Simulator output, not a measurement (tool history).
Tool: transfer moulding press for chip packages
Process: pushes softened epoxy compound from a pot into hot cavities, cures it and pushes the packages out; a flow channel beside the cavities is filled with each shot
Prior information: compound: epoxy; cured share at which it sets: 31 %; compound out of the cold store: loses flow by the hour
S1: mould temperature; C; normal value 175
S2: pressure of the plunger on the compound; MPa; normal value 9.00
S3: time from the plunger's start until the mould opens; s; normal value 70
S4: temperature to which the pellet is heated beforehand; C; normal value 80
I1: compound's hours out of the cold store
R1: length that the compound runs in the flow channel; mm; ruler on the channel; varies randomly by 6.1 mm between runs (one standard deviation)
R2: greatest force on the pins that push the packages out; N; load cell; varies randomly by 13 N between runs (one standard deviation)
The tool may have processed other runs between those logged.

run 1 day=0.000 | S1=175 S2=9.00 S3=70 S4=80 | I1=27.8 | R1=832 R2=1065
-- day=0.204 cavities cleaned with cleaning compound and waxed
run 2 day=0.658 | S1=171 S2=9.00 S3=70 S4=80 | I1=32.1 | R1=806 R2=1440
run 3 day=1.088 | S1=175 S2=9.00 S3=70 S4=80 | I1=19.1 | R1=855 R2=1152
run 4 day=1.538 | S1=175 S2=9.00 S3=70 S4=80 | I1=8.1 | R1=916 R2=1205
run 5 day=2.171 | S1=175 S2=9.00 S3=70 S4=77 | I1=12.6 | R1=889 R2=1240
-- day=2.396 plunger's sealing rings changed
-- day=2.883 cavities cleaned with cleaning compound and waxed, once more
run 6 day=3.062 | S1=175 S2=9.00 S3=51 S4=80 | I1=21.0 | R1=896 R2=1594
run 7 day=3.504 | S1=175 S2=9.00 S3=70 S4=80 | I1=18.8 | R1=908 R2=904
run 8 day=4.233 | S1=175 S2=9.00 S3=70 S4=80 | I1=16.3 | R1=910 R2=1029
run 9 day=4.738 | S1=175 S2=9.00 S3=70 S4=80 | I1=30.0 | R1=856 R2=968
run 10 day=5.100 | S1=175 S2=9.00 S3=70 S4=80 | I1=15.5 | R1=925 R2=1110
-- day=5.429 cavities cleaned with cleaning compound and waxed
run 11 day=5.942 | S1=175 S2=9.00 S3=70 S4=80 | I1=21.9 | R1=882 R2=826
run 12 day=6.533 | S1=174 S2=9.00 S3=70 S4=80 | I1=16.8 | R1=891 R2=1089
run 13 day=7.071 | S1=174 S2=9.00 S3=70 S4=80 | I1=11.8 | R1=929 R2=1170
run 14 day=7.821 | S1=174 S2=9.00 S3=70 S4=80 | I1=9.6 | R1=938 R2=1172
-- day=7.996 cavities cleaned with cleaning compound and waxed
run 15 day=8.317 | S1=175 S2=9.00 S3=70 S4=80 | I1=35.5 | R1=812 R2=727
run 16 day=8.796 | S1=179 S2=7.66 S3=53 S4=80 | I1=34.6 | R1=741 R2=1411
run 17 day=9.483 | S1=170 S2=7.66 S3=103 S4=82 | I1=14.0 | R1=850 R2=673
run 18 day=10.175 | S1=170 S2=7.66 S3=103 S4=82 | I1=37.5 | R1=740 R2=690
-- day=10.571 cavities cleaned with cleaning compound and waxed
run 19 day=10.808 | S1=175 S2=8.08 S3=70 S4=80 | I1=20.7 | R1=833 R2=697
run 20 day=11.233 | S1=176 S2=10.29 S3=70 S4=80 | I1=26.6 | R1=889 R2=783
run 21 day=11.892 | S1=179 S2=7.57 S3=101 S4=80 | I1=10.6 | R1=826 R2=578
run 22 day=12.571 | S1=175 S2=8.76 S3=83 S4=84 | I1=34.9 | R1=782 R2=732
-- day=13.154 cavities cleaned with cleaning compound and waxed
run 23 day=13.475 | S1=169 S2=8.76 S3=83 S4=83 | I1=46.7 | R1=738 R2=668
run 24 day=13.883 | S1=169 S2=8.76 S3=83 S4=83 | I1=34.6 | R1=803 R2=771
run 25 day=14.496 | S1=169 S2=8.46 S3=58 S4=83 | I1=32.2 | R1=789 R2=2053
run 26 day=15.038 | S1=175 S2=7.29 S3=93 S4=87 | I1=15.9 | R1=776 R2=673
run 27 day=15.462 | S1=175 S2=7.29 S3=93 S4=87 | I1=8.0 | R1=822 R2=682
-- day=15.696 cavities cleaned with cleaning compound and waxed
-- day=16.108 plunger's sealing rings changed
run 28 day=16.354 | S1=175 S2=7.29 S3=93 S4=87 | I1=27.8 | R1=777 R2=532
run 29 day=17.000 | S1=175 S2=9.00 S3=70 S4=73 | I1=9.2 | R1=958 R2=1030

Branching from run 29: 3 alternative next runs. What would each branch give?
run A day=17.412 | S1=182 S2=9.00 S3=53 S4=77 | I1=45.3 | R1=? R2=?
run B day=17.412 | S1=175 S2=7.61 S3=70 S4=73 | I1=24.2 | R1=? R2=?
run C day=17.412 | S1=176 S2=9.00 S3=70 S4=80 | I1=28.9 | R1=? R2=?

run=A R1=770 R2=1207
run=B R1=802 R2=1002
run=C R1=850 R2=909
Take away the tool's hidden state, keep each run's random variation, and the runs would have read:
run=A R1=781 R2=802
run=B R1=814 R2=673
run=C R1=862 R2=604
